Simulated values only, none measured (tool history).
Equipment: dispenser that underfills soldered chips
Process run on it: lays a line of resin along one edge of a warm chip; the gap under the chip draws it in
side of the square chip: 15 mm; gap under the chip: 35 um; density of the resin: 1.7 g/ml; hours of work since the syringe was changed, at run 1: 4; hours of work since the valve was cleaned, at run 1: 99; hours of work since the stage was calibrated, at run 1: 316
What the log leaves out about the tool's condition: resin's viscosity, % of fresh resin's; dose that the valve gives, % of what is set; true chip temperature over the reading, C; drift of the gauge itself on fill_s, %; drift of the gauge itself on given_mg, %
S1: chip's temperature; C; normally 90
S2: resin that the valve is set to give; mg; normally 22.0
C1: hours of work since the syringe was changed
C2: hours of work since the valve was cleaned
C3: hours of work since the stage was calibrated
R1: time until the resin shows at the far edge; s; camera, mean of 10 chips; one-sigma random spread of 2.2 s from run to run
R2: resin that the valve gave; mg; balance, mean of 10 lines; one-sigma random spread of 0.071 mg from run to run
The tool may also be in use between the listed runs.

run,hour,S1,S2,C1,C2,C3,R1,R2
1,0.0,90,22.0,4,99,316,267.0,21.15
2,6.7,90,22.0,9,104,321,347.5,21.12
# hour 12.3: new syringe of resin
3,20.9,90,22.0,6,113,331,297.7,20.99
# hour 29.8: new syringe of resin
4,33.5,90,22.0,3,122,339,243.6,21.06
5,46.3,79,22.0,11,131,348,657.2,20.94
# hour 47.6: new syringe of resin
# hour 54.2: dispensing valve cleaned and set on the balance
6,61.1,90,20.9,9,5,358,345.8,20.89
# hour 66.3: new syringe of resin
7,67.6,90,20.9,1,9,362,222.9,20.87
8,78.9,90,20.9,9,17,370,347.0,20.74
# hour 83.9: new syringe of resin
9,89.8,90,20.9,4,24,377,267.7,20.65
# hour 101.9: new syringe of resin
10,102.6,90,20.9,1,33,386,215.1,20.60
11,112.3,90,20.9,7,40,393,306.1,20.61
# hour 119.6: new syringe of resin
12,124.1,90,20.9,3,48,401,249.8,20.53
13,135.5,90,20.9,11,56,408,393.2,20.39
# hour 137.0: new syringe of resin
14,147.7,90,22.0,7,64,417,308.2,21.56
15,153.9,90,22.0,12,68,421,395.5,21.43
# hour 155.1: new syringe of resin
16,167.4,90,22.0,9,77,430,336.4,21.36
# hour 173.2: new syringe of resin
17,174.7,84,23.4,1,82,435,280.1,22.69
18,184.9,77,22.9,8,89,442,584.8,22.16
# hour 191.2: new syringe of resin
19,197.4,77,22.9,4,98,451,479.9,22.04
# hour 208.7: new syringe of resin
20,210.8,90,21.3,1,107,460,223.3,20.54
21,221.2,104,21.3,9,114,467,185.0,20.46
# hour 226.6: new syringe of resin
22,232.7,95,19.9,4,122,475,213.6,18.96
23,241.7,82,21.6,11,128,481,536.5,20.62
# hour 244.0: new syringe of resin
# hour 252.6: dispensing valve cleaned and set on the balance
24,252.7,83,22.3,5,0,488,374.6,22.39
25,260.0,94,27.8,10,5,493,301.1,27.74
# hour 262.4: new syringe of resin
26,266.9,90,28.5,3,10,498,241.2,28.35
27,278.8,99,27.3,11,18,506,259.5,27.19

Forecast each of these 5 alternatives for the next run:
# hour 280.3: new syringe of resin
A,289.5,99,20.7,6,25,513,?,?
# hour 280.3: new syringe of resin
B,289.5,104,24.6,6,25,513,?,?
# hour 280.3: new syringe of resin
C,289.5,99,24.8,6,25,513,?,?
# hour 280.3: new syringe of resin
D,289.5,90,27.3,6,25,513,?,?
# hour 280.3: new syringe of resin
E,289.5,99,26.2,6,25,513,?,?

run,R1,R2
A,193.4,20.60
B,158.1,24.49
C,193.1,24.63
D,288.4,27.19
E,195.5,26.06
The same runs, with their run-to-run variation unchanged, on a tool lacking any hidden condition would have given:
run,R1,R2
A,146.9,20.70
B,119.7,24.61
C,146.4,24.74
D,219.9,27.31
E,148.4,26.18
